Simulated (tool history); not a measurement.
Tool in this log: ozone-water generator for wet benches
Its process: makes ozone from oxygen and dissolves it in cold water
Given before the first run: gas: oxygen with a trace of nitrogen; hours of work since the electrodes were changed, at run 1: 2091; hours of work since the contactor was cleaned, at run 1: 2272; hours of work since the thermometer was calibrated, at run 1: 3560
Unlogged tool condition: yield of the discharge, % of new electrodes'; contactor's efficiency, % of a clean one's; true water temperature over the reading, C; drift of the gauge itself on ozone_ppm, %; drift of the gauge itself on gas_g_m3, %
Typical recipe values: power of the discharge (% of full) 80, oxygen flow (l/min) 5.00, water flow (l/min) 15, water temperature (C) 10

| run | hour | power of the discharge (% of full) | oxygen flow (l/min) | water flow (l/min) | water temperature (C) | hours of work since the electrodes were changed | hours of work since the contactor was cleaned | hours of work since the thermometer was calibrated | dissolved ozone (ppm) | ozone in the gas ahead of the water (g/m3) |
|---|---|---|---|---|---|---|---|---|---|---|
| 1 | 0.0 | 80 | 5.00 | 15 | 10 | 2091 | 2272 | 3560 | 22.6 | 150.9 |
| 2 | 74.3 | 80 | 5.00 | 15 | 10 | 2141 | 2322 | 3611 | 22.4 | 151.2 |
|  | 82.2 | water thermometer calibrated |
| 3 | 154.1 | 80 | 5.00 | 15 | 10 | 2195 | 2376 | 49 | 22.8 | 149.3 |
| 4 | 229.7 | 80 | 5.00 | 15 | 10 | 2247 | 2427 | 100 | 22.5 | 150.2 |
| 5 | 284.1 | 80 | 5.00 | 15 | 10 | 2283 | 2464 | 137 | 22.9 | 147.2 |
| 6 | 324.1 | 80 | 5.00 | 15 | 10 | 2311 | 2491 | 164 | 22.8 | 149.0 |
| 7 | 373.1 | 80 | 5.00 | 15 | 10 | 2344 | 2525 | 198 | 22.8 | 150.7 |
| 8 | 460.2 | 80 | 5.00 | 15 | 10 | 2403 | 2584 | 257 | 22.7 | 150.1 |
| 9 | 512.0 | 80 | 5.00 | 15 | 10 | 2438 | 2619 | 292 | 22.4 | 148.2 |
| 10 | 560.8 | 95 | 5.00 | 15 | 10 | 2471 | 2652 | 325 | 25.5 | 165.9 |
| 11 | 620.1 | 95 | 5.00 | 15 | 8 | 2512 | 2692 | 365 | 25.9 | 168.1 |
| 12 | 683.0 | 76 | 5.00 | 15 | 10 | 2554 | 2735 | 408 | 22.0 | 143.7 |
| 13 | 748.5 | 76 | 5.00 | 15 | 10 | 2599 | 2780 | 453 | 21.5 | 143.2 |
| 14 | 835.7 | 76 | 5.00 | 15 | 10 | 2658 | 2839 | 512 | 21.3 | 142.9 |
| 15 | 922.2 | 76 | 5.00 | 15 | 10 | 2717 | 2898 | 571 | 21.6 | 145.1 |
| 16 | 985.5 | 80 | 5.00 | 9 | 10 | 2760 | 2941 | 614 | 30.4 | 147.3 |
| 17 | 1042.5 | 80 | 5.00 | 9 | 10 | 2799 | 2979 | 652 | 30.8 | 148.1 |
| 18 | 1093.8 | 80 | 5.00 | 9 | 10 | 2834 | 3014 | 687 | 30.6 | 148.5 |
| 19 | 1141.9 | 45 | 3.11 | 10 | 8 | 2866 | 3047 | 720 | 21.2 | 134.1 |
| 20 | 1209.7 | 45 | 3.11 | 10 | 8 | 2912 | 3093 | 766 | 21.1 | 134.6 |
| 21 | 1250.9 | 98 | 5.00 | 15 | 7 | 2940 | 3121 | 794 | 27.0 | 171.3 |
| 22 | 1315.5 | 42 | 5.00 | 15 | 12 | 2984 | 3165 | 838 | 13.4 | 93.5 |
| 23 | 1380.3 | 49 | 5.00 | 15 | 10 | 3028 | 3209 | 882 | 15.9 | 105.8 |
| 24 | 1460.3 | 99 | 7.71 | 12 | 11 | 3082 | 3263 | 936 | 26.6 | 130.7 |
| 25 | 1539.4 | 99 | 7.71 | 12 | 11 | 3136 | 3317 | 990 | 26.8 | 130.2 |
| 26 | 1620.1 | 81 | 2.55 | 15 | 10 | 3191 | 3372 | 1045 | 22.8 | 232.6 |
| 27 | 1694.4 | 80 | 7.14 | 12 | 10 | 3241 | 3422 | 1095 | 23.3 | 116.4 |
| 28 | 1741.6 | 80 | 7.14 | 12 | 10 | 3274 | 3454 | 1127 | 23.6 | 116.7 |
| 29 | 1779.0 | 80 | 7.14 | 12 | 10 | 3299 | 3480 | 1153 | 23.7 | 115.9 |
| 30 | 1860.0 | 80 | 7.92 | 15 | 6 | 3354 | 3535 | 1208 | 21.8 | 110.1 |
| 31 | 1907.3 | 79 | 3.95 | 11 | 7 | 3386 | 3567 | 1240 | 28.8 | 170.1 |
| 32 | 1983.8 | 61 | 5.00 | 15 | 8 | 3438 | 3619 | 1292 | 18.8 | 121.2 |

Hidden state or all else? Some run-to-run changes of dissolved ozone (ppm), split into what the settings, what came in and random variation would give without the hidden state, and what is left for the hidden state (with any gauge scatter that isn't in both results):
Run 20 -> 21: power of the discharge (% of full) 45 -> 98, oxygen flow (l/min) 3.11 -> 5.00, water flow (l/min) 10 -> 15, water temperature (C) 8 -> 7. dissolved ozone (ppm) +5.9: hidden state -1.0, all else +6.9.
Run 21 -> 22: power of the discharge (% of full) 98 -> 42, water temperature (C) 7 -> 12. dissolved ozone (ppm) -13.6: hidden state +1.4, all else -15.0.
Run 23 -> 24: power of the discharge (% of full) 49 -> 99, oxygen flow (l/min) 5.00 -> 7.71, water flow (l/min) 15 -> 12, water temperature (C) 10 -> 11. dissolved ozone (ppm) +10.7: hidden state -1.3, all else +12.0.
Run 31 -> 32: power of the discharge (% of full) 79 -> 61, oxygen flow (l/min) 3.95 -> 5.00, water flow (l/min) 11 -> 15, water temperature (C) 7 -> 8. dissolved ozone (ppm) -10.0: hidden state +0.9, all else -10.9.

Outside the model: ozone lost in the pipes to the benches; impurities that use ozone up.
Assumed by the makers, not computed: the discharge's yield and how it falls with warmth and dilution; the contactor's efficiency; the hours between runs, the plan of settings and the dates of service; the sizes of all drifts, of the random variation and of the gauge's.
